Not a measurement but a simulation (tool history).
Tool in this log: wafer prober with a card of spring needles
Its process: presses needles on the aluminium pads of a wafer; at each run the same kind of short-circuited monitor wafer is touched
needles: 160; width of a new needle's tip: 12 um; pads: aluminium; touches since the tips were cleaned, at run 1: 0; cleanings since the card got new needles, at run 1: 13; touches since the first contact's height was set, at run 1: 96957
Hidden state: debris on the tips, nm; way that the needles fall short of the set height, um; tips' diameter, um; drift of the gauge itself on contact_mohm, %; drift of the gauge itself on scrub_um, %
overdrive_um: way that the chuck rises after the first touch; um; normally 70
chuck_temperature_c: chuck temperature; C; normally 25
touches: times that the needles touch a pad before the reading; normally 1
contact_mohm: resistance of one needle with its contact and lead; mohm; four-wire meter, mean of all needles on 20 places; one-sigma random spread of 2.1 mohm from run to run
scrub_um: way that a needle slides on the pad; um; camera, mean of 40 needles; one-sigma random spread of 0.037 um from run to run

run	day	overdrive_um	chuck_temperature_c	touches	touches since the tips were cleaned	cleanings since the card got new needles	touches since the first contact's height was set	contact_mohm	scrub_um
1	0	70	25	1	0	13	96957	241	16.42
# day 0.95: tips cleaned on abrasive film
2	1.379	70	25	1	3346	14	107647	275	16.45
# day 1.875: tips cleaned on abrasive film
3	2.567	70	25	1	5365	15	116862	278	16.33
# day 2.779: tips cleaned on abrasive film
# day 3.625: tips cleaned on abrasive film
4	3.654	70	25	1	215	17	125262	247	16.32
# day 4.488: tips cleaned on abrasive film
5	4.771	70	104	1	2191	18	133914	286	16.24
# day 5.392: tips cleaned on abrasive film
6	5.442	70	104	2	397	19	139104	264	16.25
# day 6.279: tips cleaned on abrasive film
7	6.367	70	104	2	678	20	146262	267	16.21
# day 7.183: tips cleaned on abrasive film
# day 7.196: height of the first contact set anew
8	7.612	70	104	2	3230	21	3230	273	16.61
# day 8.067: tips cleaned on abrasive film
9	8.612	70	104	2	4256	22	10985	279	16.59
# day 8.942: tips cleaned on abrasive film
# day 9.833: tips cleaned on abrasive film
10	9.962	70	104	2	1014	24	21433	266	16.6
# day 10.758: tips cleaned on abrasive film
11	11.146	70	104	2	3002	25	30603	274	16.61
# day 11.7: tips cleaned on abrasive film
12	12.317	70	104	2	4794	26	39691	286	16.52
# day 12.633: tips cleaned on abrasive film
# day 13.483: tips cleaned on abrasive film
13	13.575	70	25	2	723	28	49422	249	16.54
# day 14.417: tips cleaned on abrasive film
14	14.588	82	25	1	1336	29	57256	258	19.33
# day 15.338: tips cleaned on abrasive film
15	15.521	82	25	1	1437	30	64484	254	19.33
# day 16.196: tips cleaned on abrasive film
16	16.792	70	108	1	4631	31	74349	292	16.46
# day 17.117: tips cleaned on abrasive film
17	17.804	70	108	1	5346	32	82182	295	16.43
# day 18.029: tips cleaned on abrasive film
18	18.804	70	108	1	6032	33	89925	302	16.39
# day 18.883: tips cleaned on abrasive film
19	19.721	70	71	1	6517	34	97038	296	16.41
# day 19.85: tips cleaned on abrasive film
# day 20.717: tips cleaned on abrasive film
20	20.912	68	104	2	1530	36	106241	267	15.89
# day 21.571: tips cleaned on abrasive film
21	21.633	68	69	2	494	37	111820	256	15.85
# day 22.454: tips cleaned on abrasive film
22	22.8	86	95	2	2706	38	120884	265	20.15
# day 23.383: tips cleaned on abrasive film
23	24.017	73	114	2	4942	39	130310	282	17.06
# day 24.246: tips cleaned on abrasive film
# day 25.133: tips cleaned on abrasive film
24	25.133	76	103	2	0	41	138914	262	17.72
# day 26.004: tips cleaned on abrasive film
25	26.633	76	103	2	4885	42	150567	275	17.73
# day 26.871: tips cleaned on abrasive film
# day 26.883: height of the first contact set anew
# day 27.758: tips cleaned on abrasive film
26	28.121	76	103	2	2828	44	9622	269	18.07
# day 28.617: tips cleaned on abrasive film
27	29.204	84	119	1	4549	45	17995	290	19.92

Expected results for the next run?
# day 29.492: tips cleaned on abrasive film
28	30.017	79	48	2	4105	46	24299	?	?

{"run 28": {"contact_mohm": 264, "scrub_um": 18.67}}
Had the tool carried no hidden state, the very same run would have given contact_mohm 244 mohm, scrub_um 18.72 um.
